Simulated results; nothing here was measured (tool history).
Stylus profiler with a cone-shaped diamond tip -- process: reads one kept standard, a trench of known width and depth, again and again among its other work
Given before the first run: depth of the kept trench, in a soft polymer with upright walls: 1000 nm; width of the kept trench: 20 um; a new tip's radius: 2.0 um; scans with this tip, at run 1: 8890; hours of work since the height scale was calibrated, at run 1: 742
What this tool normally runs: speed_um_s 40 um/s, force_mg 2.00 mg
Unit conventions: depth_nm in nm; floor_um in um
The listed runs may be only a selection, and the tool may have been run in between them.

run	day	speed_um_s	force_mg	scans with this tip	hours of work since the height scale was calibrated	depth_nm	floor_um
1	0.000	40	2.00	8890	742	1012.10	15.03
2	1.125	40	2.00	9067	757	1011.71	15.01
3	1.900	40	2.00	9188	767	1012.27	15.03
4	2.879	40	2.00	9343	780	1011.64	15.00
5	4.225	40	3.71	9554	797	1019.06	15.00
6	5.279	40	2.00	9720	811	1011.97	14.96
7	6.738	40	4.11	9950	830	1020.11	15.02
8	7.912	40	4.11	10135	846	1020.45	15.01
9	9.158	40	2.00	10331	862	1011.90	14.93
10	10.329	40	1.30	10515	878	1008.38	14.74
11	11.054	40	1.30	10629	887	1008.41	14.75
12	11.992	40	2.00	10777	899	1011.75	14.78
13	12.658	40	2.00	10882	908	1011.74	14.74
14	13.729	40	2.00	11050	922	1011.60	14.79
15	14.896	100	2.00	11233	938	1011.50	14.33
16	16.267	40	2.00	11450	956	1011.73	14.78
17	17.242	40	2.00	11603	968	1011.16	14.69
18	18.654	40	2.00	11825	987	1011.93	14.78
19	19.525	81	1.72	11962	998	1010.06	14.38
20	20.629	81	1.72	12136	1013	1010.06	14.34
21	21.262	13	0.80	12235	1021	1004.86	14.78
22	22.262	140	5.98	12393	1034	1026.26	14.40
23	22.996	22	5.25	12509	1044	1023.86	14.78
24	23.896	39	3.01	12650	1056	1015.50	14.69
25	24.662	25	2.48	12771	1066	1013.75	14.70
26	26.029	40	0.78	12986	1084	1004.93	14.46
27	27.038	19	1.30	13145	1097	1007.95	14.68
28	28.392	19	1.30	13357	1115	1007.59	14.69
29	29.238	19	0.74	13491	1126	1004.81	14.58
30	30.292	15	2.00	13657	1140	1011.18	14.69
31	30.946	31	0.90	13759	1148	1005.92	14.44
32	31.546	52	2.14	13854	1156	1011.77	14.44
33	32.583	75	4.26	14017	1170	1020.33	14.37

Some steps in depth_nm between neighbouring runs. How much of each would the tool show without its hidden state too (settings, what came in, random variation), and how much is left for the hidden state, with any gauge scatter that isn't in both results?
Hidden state at play: radius of the tip, um; height scale over the true one, %; drift of the gauge itself on depth_nm, %; drift of the gauge itself on floor_um, %.
Run 6 -> 7: force_mg 2.00 -> 4.11. depth_nm +8.14 nm: hidden state -0.05, all else +8.19.
Run 21 -> 22: speed_um_s 13 -> 140, force_mg 0.80 -> 5.98. depth_nm +21.40 nm: hidden state -0.08, all else +21.48.
Run 25 -> 26: speed_um_s 25 -> 40, force_mg 2.48 -> 0.78. depth_nm -8.82 nm: hidden state -0.01, all else -8.81.
Run 32 -> 33: speed_um_s 52 -> 75, force_mg 2.14 -> 4.26. depth_nm +8.56 nm: hidden state -0.06, all else +8.62.

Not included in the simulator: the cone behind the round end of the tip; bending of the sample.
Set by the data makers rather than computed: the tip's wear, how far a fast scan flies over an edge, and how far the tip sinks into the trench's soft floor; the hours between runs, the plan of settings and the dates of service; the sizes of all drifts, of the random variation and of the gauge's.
